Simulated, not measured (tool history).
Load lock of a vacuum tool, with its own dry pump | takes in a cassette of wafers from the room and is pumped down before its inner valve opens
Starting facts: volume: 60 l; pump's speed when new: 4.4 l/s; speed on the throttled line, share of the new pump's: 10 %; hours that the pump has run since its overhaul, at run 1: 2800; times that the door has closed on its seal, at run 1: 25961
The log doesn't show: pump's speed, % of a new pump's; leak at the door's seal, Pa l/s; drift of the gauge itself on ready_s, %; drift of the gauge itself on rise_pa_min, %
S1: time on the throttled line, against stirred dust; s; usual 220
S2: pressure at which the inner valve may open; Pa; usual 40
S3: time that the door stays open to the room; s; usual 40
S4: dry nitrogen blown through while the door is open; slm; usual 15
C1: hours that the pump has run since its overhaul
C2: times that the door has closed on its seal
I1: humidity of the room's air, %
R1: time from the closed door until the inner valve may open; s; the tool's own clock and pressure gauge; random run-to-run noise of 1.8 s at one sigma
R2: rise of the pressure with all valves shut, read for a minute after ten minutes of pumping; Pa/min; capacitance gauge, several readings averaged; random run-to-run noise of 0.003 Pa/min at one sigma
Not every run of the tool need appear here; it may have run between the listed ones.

| run | day | S1 | S2 | S3 | S4 | C1 | C2 | I1 | R1 | R2 |
|---|---|---|---|---|---|---|---|---|---|---|
| 1 | 0.000 | 220 | 40 | 40 | 15 | 2800 | 25961 | 46.3 | 308.8 | 0.294 |
| 2 | 7.425 | 304 | 40 | 40 | 15 | 2979 | 26827 | 46.4 | 387.9 | 0.311 |
| 3 | 22.767 | 304 | 40 | 40 | 15 | 3347 | 28615 | 48.1 | 387.4 | 0.325 |
| 4 | 36.204 | 304 | 40 | 40 | 15 | 3669 | 30182 | 45.6 | 387.2 | 0.356 |
| 5 | 45.575 | 304 | 40 | 40 | 15 | 3894 | 31275 | 47.8 | 387.8 | 0.376 |
| 6 | 61.038 | 304 | 40 | 40 | 15 | 4265 | 33077 | 46.3 | 381.5 | 0.415 |
| 7 | 71.046 | 304 | 40 | 40 | 15 | 4505 | 34244 | 46.3 | 388.7 | 0.421 |
| 8 | 80.746 | 220 | 40 | 45 | 15 | 4738 | 35375 | 44.2 | 312.1 | 0.443 |
| 9 | 94.167 | 220 | 40 | 56 | 15 | 5060 | 36940 | 44.2 | 315.7 | 0.476 |
| 10 | 102.196 | 220 | 40 | 56 | 15 | 5253 | 37876 | 42.7 | 317.4 | 0.485 |
| 11 | 116.425 | 220 | 40 | 56 | 15 | 5595 | 39535 | 44.8 | 315.3 | 0.527 |
| 12 | 127.458 | 220 | 40 | 56 | 15 | 5859 | 40821 | 42.0 | 322.5 | 0.544 |
| 13 | 141.250 | 220 | 40 | 56 | 15 | 6190 | 42430 | 47.6 | 319.8 | 0.576 |
| 14 | 150.471 | 220 | 40 | 56 | 15 | 6412 | 43505 | 41.0 | 317.9 | 0.599 |
| 15 | 162.942 | 271 | 39 | 28 | 26 | 6711 | 44958 | 42.2 | 367.9 | 0.607 |
| 16 | 171.504 | 271 | 39 | 28 | 26 | 6916 | 45957 | 46.0 | 367.9 | 0.626 |
| 17 | 184.721 | 220 | 40 | 40 | 37 | 7234 | 47498 | 41.7 | 318.1 | 0.674 |
| 18 | 196.338 | 251 | 40 | 92 | 15 | 7512 | 48852 | 42.0 | 349.0 | 0.742 |
| 19 | 210.600 | 323 | 58 | 52 | 24 | 7855 | 50515 | 47.4 | 405.9 | 0.741 |
|  | 220.133 | door's seal changed, seat wiped |
| 20 | 220.133 | 111 | 58 | 219 | 24 | 8082 | 0 | 45.3 | 224.4 | 0.075 |
| 21 | 235.608 | 111 | 58 | 219 | 24 | 8454 | 1805 | 43.2 | 222.7 | 0.087 |
| 22 | 244.612 | 111 | 58 | 219 | 24 | 8670 | 2854 | 45.3 | 223.7 | 0.092 |
| 23 | 257.862 | 175 | 40 | 40 | 15 | 8988 | 4399 | 46.3 | 288.9 | 0.068 |
| 24 | 269.988 | 175 | 40 | 40 | 15 | 9279 | 5813 | 43.1 | 289.1 | 0.064 |

Describe how what the log doesn't record of the tool's condition differs between the last listed run preceding each entry between runs and the first listed run following it.
Logged between run 19 and run 20: door's seal changed, seat wiped (day 220.133)
  pump's speed, % of a new pump's: 81.6 -> 81.1; leak at the door's seal, Pa l/s: 0.7075 -> 0.0023
  measured minus no-state result, R1: +15.4 -> +21.2 s; R2: +0.698 -> +0.000 Pa/min
